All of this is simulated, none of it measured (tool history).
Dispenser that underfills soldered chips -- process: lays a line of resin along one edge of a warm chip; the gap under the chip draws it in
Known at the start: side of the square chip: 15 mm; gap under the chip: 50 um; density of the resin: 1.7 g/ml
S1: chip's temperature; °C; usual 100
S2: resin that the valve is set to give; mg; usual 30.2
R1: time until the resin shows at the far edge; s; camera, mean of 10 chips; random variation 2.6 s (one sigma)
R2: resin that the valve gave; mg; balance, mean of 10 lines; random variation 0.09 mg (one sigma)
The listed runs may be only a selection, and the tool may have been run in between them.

run,hour,S1,S2,R1,R2
1,0.0,100,30.2,256.8,29.18
2,3.8,100,30.2,287.9,29.07
3,7.2,100,36.9,316.7,35.61
4,10.1,100,30.2,355.9,29.00
5,13.6,99,30.2,404.4,28.92
# hour 15.2: new syringe of resin
6,17.8,99,30.2,287.1,28.87
7,19.7,99,26.5,323.3,25.25
8,23.9,99,26.5,362.7,25.13
9,25.8,99,26.5,397.7,25.11
10,28.4,99,28.6,418.0,27.32
# hour 30.3: new syringe of resin
11,32.9,100,30.2,277.0,28.58
12,36.3,100,30.2,319.2,28.64
13,39.5,100,30.2,355.2,28.74
14,41.8,100,30.2,380.2,28.52
# hour 45.5: new syringe of resin
15,45.7,100,27.6,271.6,26.04
16,48.2,100,27.6,291.1,26.09
17,51.5,100,27.6,327.0,25.95
18,55.9,100,27.6,375.3,25.83
19,58.1,102,30.2,368.2,28.33
# hour 59.8: dispensing valve cleaned and set on the balance
# hour 61.8: new syringe of resin
20,62.9,100,34.3,268.3,34.33
21,65.7,100,27.7,294.8,27.58
22,69.4,100,28.0,330.9,27.81
23,73.2,105,30.2,318.3,30.14
# hour 77.0: new syringe of resin
24,77.1,87,37.0,403.4,36.65
25,79.9,105,29.5,247.0,29.34
26,84.2,105,29.5,284.2,29.27
27,87.7,114,27.9,244.3,27.55
28,91.3,104,29.7,366.2,29.32
# hour 92.2: new syringe of resin
29,94.9,95,37.5,324.0,36.86
30,98.1,113,30.2,201.0,29.77
31,101.7,99,34.7,353.7,33.98
32,104.1,86,34.1,591.6,33.39
33,106.5,87,35.1,611.5,34.19
# hour 107.6: new syringe of resin
34,111.1,87,29.6,451.9,28.97
35,114.6,87,29.6,501.5,28.72
36,118.1,103,35.3,330.4,34.36
37,121.6,94,33.6,489.9,32.75

Same runs, no hidden state in the tool, same run-to-run variation:
The hidden state here: resin's viscosity, % of fresh resin's; dose that the valve gives, % of what is set; true chip temperature over the reading, C; drift of the gauge itself on fill_s, %; drift of the gauge itself on given_mg, %.
run,R1,R2
1,258.1,30.20
2,256.5,30.15
3,253.9,36.99
4,259.3,30.17
5,263.6,30.16
6,260.2,30.15
7,274.2,26.41
8,269.2,26.34
9,277.0,26.34
10,269.6,28.71
11,253.2,30.10
12,261.4,30.22
13,262.5,30.40
14,261.3,30.20
15,265.1,27.63
16,262.5,27.72
17,265.0,27.63
18,263.9,27.57
19,243.0,30.26
20,260.2,34.30
21,261.6,27.60
22,261.4,27.88
23,222.5,30.28
24,396.6,36.89
25,221.8,29.57
26,222.9,29.58
27,171.2,27.88
28,228.7,29.74
29,303.2,37.45
30,169.8,30.30
31,266.7,34.64
32,412.8,34.09
33,395.7,34.95
34,405.7,29.68
35,401.8,29.48
36,237.8,35.34
37,314.6,33.75
